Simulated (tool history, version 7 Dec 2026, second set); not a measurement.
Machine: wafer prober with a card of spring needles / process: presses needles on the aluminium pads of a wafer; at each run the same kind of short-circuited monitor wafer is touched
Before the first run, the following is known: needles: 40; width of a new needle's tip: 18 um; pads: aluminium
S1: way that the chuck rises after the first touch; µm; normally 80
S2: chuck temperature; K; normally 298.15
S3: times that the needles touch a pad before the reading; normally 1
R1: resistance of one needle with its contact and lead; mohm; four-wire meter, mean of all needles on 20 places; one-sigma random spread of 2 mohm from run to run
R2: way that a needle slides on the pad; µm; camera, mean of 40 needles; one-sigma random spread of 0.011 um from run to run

{"run": 1, "hour": 0.0, "S1": 80, "S2": 298.15, "S3": 1, "R1": 291, "R2": 10.02}
{"hour": 1.9, "done": "tips cleaned on abrasive film"}
{"hour": 9.2, "done": "tips cleaned on abrasive film"}
{"hour": 18.2, "done": "tips cleaned on abrasive film"}
{"hour": 25.6, "done": "tips cleaned on abrasive film"}
{"hour": 34.7, "done": "tips cleaned on abrasive film"}
{"run": 2, "hour": 38.4, "S1": 80, "S2": 298.15, "S3": 1, "R1": 264, "R2": 9.97}
{"hour": 42.1, "done": "tips cleaned on abrasive film"}
{"hour": 51.2, "done": "tips cleaned on abrasive film"}
{"hour": 60.3, "done": "tips cleaned on abrasive film"}
{"run": 3, "hour": 64.4, "S1": 80, "S2": 298.15, "S3": 1, "R1": 269, "R2": 9.97}
{"hour": 68.1, "done": "tips cleaned on abrasive film"}
{"hour": 77.2, "done": "tips cleaned on abrasive film"}
{"hour": 86.3, "done": "tips cleaned on abrasive film"}
{"hour": 93.6, "done": "tips cleaned on abrasive film"}
{"run": 4, "hour": 95.9, "S1": 80, "S2": 307.15, "S3": 1, "R1": 257, "R2": 9.96}
{"hour": 101.4, "done": "tips cleaned on abrasive film"}
{"hour": 110.3, "done": "tips cleaned on abrasive film"}
{"hour": 119.3, "done": "tips cleaned on abrasive film"}
{"hour": 128.4, "done": "tips cleaned on abrasive film"}
{"run": 5, "hour": 128.5, "S1": 91, "S2": 298.15, "S3": 1, "R1": 215, "R2": 11.29}
{"hour": 130.6, "done": "height of the first contact set anew"}
{"hour": 136.1, "done": "tips cleaned on abrasive film"}
{"hour": 143.4, "done": "tips cleaned on abrasive film"}
{"run": 6, "hour": 150.1, "S1": 91, "S2": 298.15, "S3": 1, "R1": 278, "R2": 11.27}
{"hour": 152.0, "done": "tips cleaned on abrasive film"}
{"hour": 159.3, "done": "tips cleaned on abrasive film"}
{"hour": 168.5, "done": "tips cleaned on abrasive film"}
{"hour": 177.4, "done": "tips cleaned on abrasive film"}
{"run": 7, "hour": 181.4, "S1": 80, "S2": 298.15, "S3": 2, "R1": 251, "R2": 9.86}
{"hour": 185.1, "done": "tips cleaned on abrasive film"}
{"hour": 192.5, "done": "tips cleaned on abrasive film"}
{"hour": 201.6, "done": "tips cleaned on abrasive film"}
{"hour": 210.5, "done": "tips cleaned on abrasive film"}
{"run": 8, "hour": 212.3, "S1": 74, "S2": 298.15, "S3": 1, "R1": 264, "R2": 9.06}
{"hour": 219.6, "done": "tips cleaned on abrasive film"}
{"hour": 228.6, "done": "tips cleaned on abrasive film"}
{"run": 9, "hour": 235.8, "S1": 74, "S2": 298.15, "S3": 1, "R1": 315, "R2": 9.08}
{"hour": 237.4, "done": "tips cleaned on abrasive film"}
{"hour": 246.4, "done": "tips cleaned on abrasive film"}
{"hour": 255.6, "done": "tips cleaned on abrasive film"}
{"run": 10, "hour": 256.4, "S1": 74, "S2": 298.15, "S3": 1, "R1": 244, "R2": 9.04}
{"hour": 263.7, "done": "tips cleaned on abrasive film"}
{"hour": 272.8, "done": "tips cleaned on abrasive film"}
{"hour": 281.8, "done": "tips cleaned on abrasive film"}
{"hour": 290.9, "done": "tips cleaned on abrasive film"}
{"run": 11, "hour": 291.9, "S1": 95, "S2": 298.15, "S3": 2, "R1": 223, "R2": 11.66}
{"hour": 294.0, "done": "height of the first contact set anew, once more"}
{"hour": 299.5, "done": "tips cleaned on abrasive film"}
{"hour": 306.8, "done": "tips cleaned on abrasive film"}
{"hour": 316.0, "done": "tips cleaned on abrasive film"}
{"hour": 324.9, "done": "tips cleaned on abrasive film"}
{"run": 12, "hour": 331.0, "S1": 84, "S2": 389.15, "S3": 1, "R1": 297, "R2": 10.53}
{"hour": 332.9, "done": "tips cleaned on abrasive film"}
{"hour": 342.0, "done": "tips cleaned on abrasive film"}
{"hour": 349.3, "done": "tips cleaned on abrasive film"}
{"run": 13, "hour": 352.8, "S1": 84, "S2": 389.15, "S3": 1, "R1": 287, "R2": 10.52}

4 options for the next run, each taken on its own from the tool as it stands now. Forecast them:
{"hour": 358.3, "done": "tips cleaned on abrasive film"}
{"hour": 367.3, "done": "tips cleaned on abrasive film"}
{"hour": 374.6, "done": "tips cleaned on abrasive film"}
{"run": "A", "hour": 378.4, "S1": 73, "S2": 389.15, "S3": 1, "R1": "?", "R2": "?"}
{"hour": 358.3, "done": "tips cleaned on abrasive film"}
{"hour": 367.3, "done": "tips cleaned on abrasive film"}
{"hour": 374.6, "done": "tips cleaned on abrasive film"}
{"run": "B", "hour": 378.4, "S1": 99, "S2": 346.15, "S3": 1, "R1": "?", "R2": "?"}
{"hour": 358.3, "done": "tips cleaned on abrasive film"}
{"hour": 367.3, "done": "tips cleaned on abrasive film"}
{"hour": 374.6, "done": "tips cleaned on abrasive film"}
{"run": "C", "hour": 378.4, "S1": 80, "S2": 298.15, "S3": 1, "R1": "?", "R2": "?"}
{"hour": 358.3, "done": "tips cleaned on abrasive film"}
{"hour": 367.3, "done": "tips cleaned on abrasive film"}
{"hour": 374.6, "done": "tips cleaned on abrasive film"}
{"run": "D", "hour": 378.4, "S1": 84, "S2": 389.15, "S3": 2, "R1": "?", "R2": "?"}

run=A R1=290 R2=9.11
run=B R1=259 R2=12.39
run=C R1=263 R2=10
run=D R1=258 R2=10.5
Without the tool's hidden state the same runs would have given:
run=A R1=238 R2=9.18
run=B R1=225 R2=12.46
run=C R1=212 R2=10.07
run=D R1=233 R2=10.56
